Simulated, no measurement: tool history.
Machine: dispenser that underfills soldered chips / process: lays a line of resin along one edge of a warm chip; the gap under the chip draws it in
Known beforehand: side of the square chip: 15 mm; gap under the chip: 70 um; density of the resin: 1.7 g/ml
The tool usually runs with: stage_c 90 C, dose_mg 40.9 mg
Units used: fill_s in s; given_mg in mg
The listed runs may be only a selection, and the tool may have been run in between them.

run	hour	stage_c	dose_mg	fill_s	given_mg
1	0.0	90	40.9	117.3	39.44
2	8.4	90	40.9	141.4	39.38
# hour 10.4: new syringe of resin
3	22.8	90	40.9	136.2	39.19
# hour 27.1: new syringe of resin
4	31.4	90	40.9	108.8	39.04
# hour 43.3: new syringe of resin
5	47.8	90	40.9	110.9	38.98
6	57.8	90	40.9	143.6	38.82
# hour 59.9: new syringe of resin
# hour 71.1: dispensing valve cleaned and set on the balance
7	73.4	90	40.9	133.6	40.81
# hour 77.5: new syringe of resin
8	88.1	96	40.9	106.1	40.58
# hour 94.0: new syringe of resin
9	98.8	90	40.9	113.9	40.63
10	108.9	90	40.9	143.7	40.41
# hour 110.3: new syringe of resin
11	119.5	90	40.9	123.5	40.23
# hour 126.8: new syringe of resin
12	133.7	90	40.9	117.4	40.27
13	141.4	90	40.9	139.4	40.01
# hour 143.1: new syringe of resin
14	149.2	92	34.8	113.0	34.09
15	156.6	94	36.3	125.7	35.41
# hour 160.1: new syringe of resin
16	169.2	94	42.1	109.0	41.02
# hour 176.6: new syringe of resin
17	179.3	94	42.1	90.1	40.69
18	188.7	94	42.1	115.6	40.57
# hour 192.9: new syringe of resin
19	198.0	82	40.0	148.5	38.54
# hour 210.1: new syringe of resin
20	210.8	99	48.0	73.5	46.14
21	225.4	93	38.6	129.9	36.86
# hour 226.6: new syringe of resin
22	234.7	93	38.6	111.9	36.65
# hour 242.9: new syringe of resin
23	244.6	97	35.4	83.5	33.49
24	252.5	95	40.8	104.4	38.54
# hour 259.4: new syringe of resin
25	264.6	79	40.9	161.7	38.59
# hour 276.1: dispensing valve cleaned and set on the balance
# hour 276.7: new syringe of resin
26	276.7	103	41.7	62.6	41.81

Predict each of these 5 candidate next runs independently; none follows another, all start after run 26:
A	283.9	83	42.5	?	?
B	283.9	90	52.8	?	?
C	283.9	90	42.9	?	?
D	283.9	100	37.7	?	?
E	283.9	78	42.4	?	?

run	fill_s	given_mg
A	141.7	42.43
B	112.9	52.69
C	112.8	42.91
D	84.5	37.69
E	172.5	42.33
Take away the tool's hidden state, keep each run's random variation, and the runs would have read:
run	fill_s	given_mg
A	127.3	42.42
B	101.3	52.68
C	101.1	42.90
D	75.6	37.69
E	155.3	42.32

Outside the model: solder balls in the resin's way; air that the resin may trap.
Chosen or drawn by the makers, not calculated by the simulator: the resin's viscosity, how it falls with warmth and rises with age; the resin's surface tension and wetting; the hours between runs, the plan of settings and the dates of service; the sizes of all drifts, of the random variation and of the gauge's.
